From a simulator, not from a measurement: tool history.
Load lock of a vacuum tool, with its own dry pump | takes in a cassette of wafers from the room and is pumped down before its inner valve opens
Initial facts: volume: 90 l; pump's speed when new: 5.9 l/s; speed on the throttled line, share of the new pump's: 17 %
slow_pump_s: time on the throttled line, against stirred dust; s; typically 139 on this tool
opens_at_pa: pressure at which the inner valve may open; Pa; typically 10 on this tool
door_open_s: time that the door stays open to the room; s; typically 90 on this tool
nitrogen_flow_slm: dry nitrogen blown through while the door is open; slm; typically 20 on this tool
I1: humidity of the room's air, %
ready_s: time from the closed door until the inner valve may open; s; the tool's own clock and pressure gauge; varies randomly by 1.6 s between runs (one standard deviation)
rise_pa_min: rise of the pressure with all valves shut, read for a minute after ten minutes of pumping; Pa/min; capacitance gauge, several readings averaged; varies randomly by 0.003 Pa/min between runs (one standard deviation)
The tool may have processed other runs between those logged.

run 1 day=0.000 | slow_pump_s=139 opens_at_pa=10 door_open_s=90 nitrogen_flow_slm=20 | I1=45.5 | ready_s=257.2 rise_pa_min=0.043
run 2 day=12.962 | slow_pump_s=139 opens_at_pa=16 door_open_s=90 nitrogen_flow_slm=20 | I1=43.4 | ready_s=250.3 rise_pa_min=0.044
run 3 day=26.792 | slow_pump_s=139 opens_at_pa=16 door_open_s=90 nitrogen_flow_slm=20 | I1=45.9 | ready_s=249.8 rise_pa_min=0.050
run 4 day=41.958 | slow_pump_s=154 opens_at_pa=16 door_open_s=90 nitrogen_flow_slm=20 | I1=42.9 | ready_s=261.8 rise_pa_min=0.044
run 5 day=60.833 | slow_pump_s=154 opens_at_pa=16 door_open_s=90 nitrogen_flow_slm=20 | I1=44.6 | ready_s=263.0 rise_pa_min=0.047
-- day=66.196 dry pump taken out, an overhauled one fitted
run 6 day=78.142 | slow_pump_s=154 opens_at_pa=16 door_open_s=90 nitrogen_flow_slm=20 | I1=45.0 | ready_s=262.8 rise_pa_min=0.049
run 7 day=93.083 | slow_pump_s=154 opens_at_pa=16 door_open_s=90 nitrogen_flow_slm=20 | I1=44.8 | ready_s=263.2 rise_pa_min=0.049
run 8 day=101.938 | slow_pump_s=154 opens_at_pa=20 door_open_s=90 nitrogen_flow_slm=20 | I1=46.6 | ready_s=257.6 rise_pa_min=0.048
run 9 day=110.092 | slow_pump_s=154 opens_at_pa=20 door_open_s=90 nitrogen_flow_slm=20 | I1=43.7 | ready_s=259.2 rise_pa_min=0.044
run 10 day=126.350 | slow_pump_s=154 opens_at_pa=20 door_open_s=90 nitrogen_flow_slm=20 | I1=44.0 | ready_s=260.3 rise_pa_min=0.049
run 11 day=144.329 | slow_pump_s=154 opens_at_pa=20 door_open_s=90 nitrogen_flow_slm=20 | I1=42.3 | ready_s=262.2 rise_pa_min=0.043
run 12 day=153.400 | slow_pump_s=139 opens_at_pa=10 door_open_s=60 nitrogen_flow_slm=20 | I1=43.1 | ready_s=257.1 rise_pa_min=0.033
run 13 day=171.604 | slow_pump_s=139 opens_at_pa=10 door_open_s=60 nitrogen_flow_slm=20 | I1=45.6 | ready_s=257.2 rise_pa_min=0.034
run 14 day=189.796 | slow_pump_s=139 opens_at_pa=10 door_open_s=90 nitrogen_flow_slm=20 | I1=46.4 | ready_s=260.8 rise_pa_min=0.045
run 15 day=200.917 | slow_pump_s=139 opens_at_pa=10 door_open_s=90 nitrogen_flow_slm=20 | I1=43.7 | ready_s=256.6 rise_pa_min=0.046
run 16 day=211.879 | slow_pump_s=139 opens_at_pa=10 door_open_s=90 nitrogen_flow_slm=20 | I1=47.0 | ready_s=257.3 rise_pa_min=0.047
run 17 day=229.342 | slow_pump_s=139 opens_at_pa=10 door_open_s=90 nitrogen_flow_slm=20 | I1=45.0 | ready_s=254.1 rise_pa_min=0.049
run 18 day=238.938 | slow_pump_s=139 opens_at_pa=10 door_open_s=90 nitrogen_flow_slm=20 | I1=46.8 | ready_s=258.0 rise_pa_min=0.050
run 19 day=258.208 | slow_pump_s=193 opens_at_pa=10 door_open_s=151 nitrogen_flow_slm=20 | I1=43.2 | ready_s=304.0 rise_pa_min=0.069
run 20 day=266.967 | slow_pump_s=245 opens_at_pa=10 door_open_s=35 nitrogen_flow_slm=9 | I1=44.5 | ready_s=346.7 rise_pa_min=0.031
run 21 day=277.967 | slow_pump_s=231 opens_at_pa=12 door_open_s=71 nitrogen_flow_slm=9 | I1=45.1 | ready_s=334.7 rise_pa_min=0.048
run 22 day=294.567 | slow_pump_s=139 opens_at_pa=11 door_open_s=45 nitrogen_flow_slm=5 | I1=47.8 | ready_s=256.7 rise_pa_min=0.039
run 23 day=306.158 | slow_pump_s=139 opens_at_pa=15 door_open_s=126 nitrogen_flow_slm=11 | I1=46.2 | ready_s=250.9 rise_pa_min=0.073
run 24 day=316.358 | slow_pump_s=129 opens_at_pa=8 door_open_s=126 nitrogen_flow_slm=28 | I1=49.0 | ready_s=255.3 rise_pa_min=0.055
run 25 day=332.192 | slow_pump_s=139 opens_at_pa=11 door_open_s=90 nitrogen_flow_slm=20 | I1=44.3 | ready_s=256.9 rise_pa_min=0.048
run 26 day=349.775 | slow_pump_s=139 opens_at_pa=12 door_open_s=83 nitrogen_flow_slm=20 | I1=42.1 | ready_s=253.4 rise_pa_min=0.040
run 27 day=368.100 | slow_pump_s=139 opens_at_pa=12 door_open_s=83 nitrogen_flow_slm=20 | I1=41.5 | ready_s=256.6 rise_pa_min=0.041
run 28 day=376.317 | slow_pump_s=213 opens_at_pa=14 door_open_s=91 nitrogen_flow_slm=24 | I1=47.8 | ready_s=314.3 rise_pa_min=0.045
-- day=387.562 door's seal changed, seat wiped
run 29 day=387.562 | slow_pump_s=213 opens_at_pa=14 door_open_s=91 nitrogen_flow_slm=24 | I1=44.9 | ready_s=310.8 rise_pa_min=0.048
run 30 day=397.325 | slow_pump_s=169 opens_at_pa=7 door_open_s=91 nitrogen_flow_slm=24 | I1=43.1 | ready_s=289.5 rise_pa_min=0.039

Predict the results of run 31:
run 31 day=412.312 | slow_pump_s=169 opens_at_pa=7 door_open_s=91 nitrogen_flow_slm=24 | I1=41.2 | ready_s=? rise_pa_min=?

Run 31 came out at ready_s 289.5 s, rise_pa_min 0.042 Pa/min.
On a tool with no hidden condition, and with the same random variation, this run would have come out at ready_s 289.5 s, rise_pa_min 0.042 Pa/min.

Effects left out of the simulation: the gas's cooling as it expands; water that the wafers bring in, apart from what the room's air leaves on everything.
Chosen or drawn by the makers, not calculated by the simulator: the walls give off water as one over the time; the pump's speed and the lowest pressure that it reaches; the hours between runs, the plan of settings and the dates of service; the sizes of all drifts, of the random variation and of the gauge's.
